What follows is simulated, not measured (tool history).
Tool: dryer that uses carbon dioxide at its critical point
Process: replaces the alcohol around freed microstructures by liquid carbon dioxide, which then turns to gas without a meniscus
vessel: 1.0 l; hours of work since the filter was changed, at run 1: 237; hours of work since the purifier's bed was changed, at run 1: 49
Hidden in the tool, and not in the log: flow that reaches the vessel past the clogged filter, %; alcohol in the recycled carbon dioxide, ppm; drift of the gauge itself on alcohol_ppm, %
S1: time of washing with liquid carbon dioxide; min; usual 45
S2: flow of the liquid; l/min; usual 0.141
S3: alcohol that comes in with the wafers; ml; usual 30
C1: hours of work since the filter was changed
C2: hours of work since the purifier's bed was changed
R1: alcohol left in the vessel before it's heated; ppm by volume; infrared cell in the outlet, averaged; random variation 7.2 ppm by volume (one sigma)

run,hour,S1,S2,S3,C1,C2,R1
1,0.0,45,0.141,30,237,49,471
2,9.4,45,0.141,21,243,55,339
3,18.9,45,0.141,21,250,61,349
# hour 23.5: inlet filter changed
4,30.9,45,0.141,21,5,68,268
5,41.8,45,0.141,21,12,75,288
6,54.9,45,0.141,21,20,83,266
7,62.4,45,0.141,30,25,88,380
8,70.6,45,0.141,30,30,93,381
9,76.6,45,0.109,30,34,97,966
10,84.7,45,0.109,30,39,102,980
11,99.9,45,0.125,30,49,112,620
12,111.3,45,0.125,30,56,119,642
13,119.4,45,0.125,30,61,124,628
14,132.4,45,0.141,30,70,132,420
15,147.1,45,0.141,29,79,142,414
16,154.9,45,0.121,30,84,147,726
17,167.0,45,0.148,30,92,154,357
18,176.7,45,0.148,30,98,161,358
19,186.2,41,0.141,30,104,167,618
20,194.5,45,0.141,30,109,172,429
21,204.9,45,0.141,30,116,179,448
22,216.7,45,0.141,30,123,186,450
23,229.0,45,0.141,30,131,194,458
24,235.3,45,0.141,30,135,198,469
25,244.5,63,0.141,27,141,204,119
26,251.9,63,0.141,27,146,209,132
27,259.2,31,0.094,27,150,213,3695
28,271.9,31,0.185,27,158,221,647
29,280.1,31,0.185,27,164,227,674
30,289.7,31,0.185,27,170,233,670
31,303.4,31,0.185,27,179,241,669
32,314.0,65,0.174,62,185,248,110
33,328.3,65,0.174,62,194,257,112
34,340.4,65,0.174,62,202,265,117
35,353.2,45,0.227,88,210,273,190
36,363.7,66,0.216,47,217,280,87
37,371.5,45,0.091,30,222,285,1951
38,379.7,45,0.091,30,227,290,1960
39,389.8,61,0.141,89,234,297,404
40,404.6,62,0.168,63,243,306,161
# hour 419.6: inlet filter changed
41,419.6,62,0.168,63,0,315,135
42,432.6,48,0.118,62,8,323,1230
43,446.3,48,0.118,62,17,332,1216
44,455.2,46,0.202,30,23,338,152
45,465.4,45,0.141,37,29,344,526
46,476.0,34,0.141,37,36,351,1378

The same runs without the tool's hidden state, with the same run-to-run variation:
run,R1
1,348
2,244
3,250
4,243
5,259
6,233
7,340
8,337
9,899
10,907
11,551
12,564
13,548
14,347
15,335
16,620
17,274
18,270
19,503
20,327
21,342
22,339
23,341
24,347
25,48
26,57
27,3318
28,489
29,504
30,496
31,492
32,29
33,27
34,32
35,74
36,8
37,1556
38,1556
39,217
40,46
41,44
42,1124
43,1100
44,54
45,413
46,1236
